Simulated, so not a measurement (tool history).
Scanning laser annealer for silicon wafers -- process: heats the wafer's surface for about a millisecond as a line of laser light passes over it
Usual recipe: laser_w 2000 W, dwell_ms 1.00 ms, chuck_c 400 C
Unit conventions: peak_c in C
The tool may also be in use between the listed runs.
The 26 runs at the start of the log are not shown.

| run | hour | laser_w | dwell_ms | chuck_c | peak_c |
|---|---|---|---|---|---|
| 27 | 458.9 | 1721 | 0.99 | 424 | 1054 |
| 28 | 483.8 | 1773 | 0.99 | 435 | 1084 |
| 29 | 508.0 | 1773 | 0.99 | 435 | 1080 |
| 30 | 523.0 | 1790 | 1.00 | 423 | 1080 |
| 31 | 538.0 | 1794 | 1.15 | 435 | 1136 |
| 32 | 550.8 | 1794 | 1.15 | 435 | 1138 |
| 33 | 565.3 | 2000 | 0.75 | 411 | 1065 |
| 34 | 589.6 | 2000 | 1.07 | 383 | 1146 |
| 35 | 608.0 | 2000 | 1.07 | 383 | 1149 |
| 36 | 628.6 | 2000 | 1.00 | 421 | 1162 |
|  | 647.5 | window over the wafer cleaned |
| 37 | 655.7 | 2086 | 1.18 | 412 | 1249 |
| 38 | 666.4 | 1748 | 1.12 | 396 | 1071 |

Branching from run 38: 4 alternative next runs. What would each branch give?
| A | 683.2 | 1957 | 0.75 | 416 | ? |
| B | 683.2 | 2000 | 1.00 | 370 | ? |
| C | 683.2 | 1748 | 1.12 | 432 | ? |
| D | 683.2 | 1773 | 0.99 | 390 | ? |

| run | peak_c |
|---|---|
| A | 1052 |
| B | 1115 |
| C | 1108 |
| D | 1039 |
Stripped of hidden state, with their random variation kept, the same runs would have yielded:
| run | peak_c |
|---|---|
| A | 1053 |
| B | 1115 |
| C | 1109 |
| D | 1039 |
